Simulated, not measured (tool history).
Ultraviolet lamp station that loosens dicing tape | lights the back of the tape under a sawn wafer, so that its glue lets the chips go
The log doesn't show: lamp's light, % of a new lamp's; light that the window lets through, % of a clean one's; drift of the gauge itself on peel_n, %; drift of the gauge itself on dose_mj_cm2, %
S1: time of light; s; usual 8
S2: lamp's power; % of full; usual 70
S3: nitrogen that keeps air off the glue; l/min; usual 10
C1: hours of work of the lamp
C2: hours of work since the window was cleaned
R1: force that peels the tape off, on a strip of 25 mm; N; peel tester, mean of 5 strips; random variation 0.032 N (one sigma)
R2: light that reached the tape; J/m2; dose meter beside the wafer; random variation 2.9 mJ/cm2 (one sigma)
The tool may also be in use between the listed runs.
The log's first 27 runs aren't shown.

{"run": 28, "day": 54.446, "S1": 10, "S2": 73, "S3": 5, "C1": 89, "C2": 477, "R1": 2.402, "R2": 4350}
{"run": 29, "day": 57.258, "S1": 10, "S2": 73, "S3": 5, "C1": 126, "C2": 513, "R1": 2.563, "R2": 4220}
{"run": 30, "day": 59.988, "S1": 11, "S2": 74, "S3": 9, "C1": 161, "C2": 548, "R1": 1.444, "R2": 4520}
{"run": 31, "day": 62.333, "S1": 8, "S2": 78, "S3": 10, "C1": 192, "C2": 579, "R1": 2.207, "R2": 3390}
{"run": 32, "day": 64.812, "S1": 8, "S2": 78, "S3": 10, "C1": 224, "C2": 611, "R1": 2.359, "R2": 3320}
{"day": 65.65, "done": "window cleaned of glue's vapour"}
{"run": 33, "day": 66.362, "S1": 12, "S2": 72, "S3": 6, "C1": 244, "C2": 9, "R1": 1.457, "R2": 5420}
{"run": 34, "day": 67.879, "S1": 6, "S2": 72, "S3": 7, "C1": 263, "C2": 29, "R1": 3.866, "R2": 2640}
{"run": 35, "day": 70.162, "S1": 6, "S2": 72, "S3": 7, "C1": 293, "C2": 59, "R1": 3.888, "R2": 2560}
{"run": 36, "day": 71.979, "S1": 8, "S2": 70, "S3": 6, "C1": 317, "C2": 82, "R1": 3.178, "R2": 3260}
{"run": 37, "day": 74.888, "S1": 6, "S2": 69, "S3": 13, "C1": 354, "C2": 120, "R1": 3.337, "R2": 2330}

Forecast each of these 3 alternatives for the next run:
{"run": "A", "day": 76.612, "S1": 8, "S2": 70, "S3": 4, "C1": 377, "C2": 142, "R1": "?", "R2": "?"}
{"run": "B", "day": 76.612, "S1": 7, "S2": 64, "S3": 13, "C1": 377, "C2": 142, "R1": "?", "R2": "?"}
{"run": "C", "day": 76.612, "S1": 6, "S2": 68, "S3": 5, "C1": 377, "C2": 142, "R1": "?", "R2": "?"}

run=A R1=4.173 R2=3070
run=B R1=2.937 R2=2430
run=C R1=4.963 R2=2250
Without the tool's hidden state the same runs would have given:
run=A R1=2.931 R2=4200
run=B R1=1.873 R2=3320
run=C R1=3.732 R2=3070
